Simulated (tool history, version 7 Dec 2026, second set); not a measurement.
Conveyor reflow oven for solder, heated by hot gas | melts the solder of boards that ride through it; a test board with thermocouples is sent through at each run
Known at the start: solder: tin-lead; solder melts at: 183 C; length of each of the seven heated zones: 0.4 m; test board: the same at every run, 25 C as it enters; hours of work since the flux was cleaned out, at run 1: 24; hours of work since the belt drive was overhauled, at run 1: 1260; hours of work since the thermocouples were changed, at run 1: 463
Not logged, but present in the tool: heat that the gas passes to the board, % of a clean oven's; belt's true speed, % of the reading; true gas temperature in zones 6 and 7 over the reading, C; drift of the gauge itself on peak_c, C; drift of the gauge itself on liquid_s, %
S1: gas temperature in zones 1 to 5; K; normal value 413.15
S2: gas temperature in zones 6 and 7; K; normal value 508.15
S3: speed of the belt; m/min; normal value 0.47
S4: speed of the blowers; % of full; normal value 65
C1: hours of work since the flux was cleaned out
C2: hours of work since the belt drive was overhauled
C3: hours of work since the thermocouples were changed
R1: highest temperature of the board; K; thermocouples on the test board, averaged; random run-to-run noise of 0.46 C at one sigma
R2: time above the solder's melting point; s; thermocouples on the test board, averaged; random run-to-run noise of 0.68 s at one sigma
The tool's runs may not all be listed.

Run 1, day 0.000: usual settings; C1 24; C2 1260; C3 463. Result: R1 489.75 K, R2 77.2 s.
Run 2, day 2.221: usual settings but S4 57 % of full; C1 54; C2 1290; C3 493. Result: R1 486.15 K, R2 72.2 s.
Run 3, day 3.942: usual settings but S2 505.15 K; C1 77; C2 1313; C3 517. Result: R1 487.25 K, R2 74.0 s.
Run 4, day 6.504: usual settings; C1 112; C2 1348; C3 552. Result: R1 489.25 K, R2 75.7 s.
Run 5, day 9.046: usual settings; C1 147; C2 1383; C3 586. Result: R1 488.65 K, R2 75.6 s.
At day 9.383: belt drive overhauled, speed set with a stopwatch.
Run 6, day 11.008: usual settings; C1 172; C2 22; C3 611. Result: R1 488.45 K, R2 74.0 s.
Run 7, day 12.304: usual settings; C1 189; C2 40; C3 628. Result: R1 487.45 K, R2 73.1 s.

Run 8 has not been measured yet. What should we expect?
Run 8, day 14.988: usual settings but S2 497.15 K, S4 88 % of full; C1 226; C2 76; C3 665. Result: R1 ?, R2 ?.

R1: 483.75 K
R2: 70.7 s
On a tool with no hidden condition, and with the same random variation, this run would have come out at R1 487.55 K, R2 75.8 s.
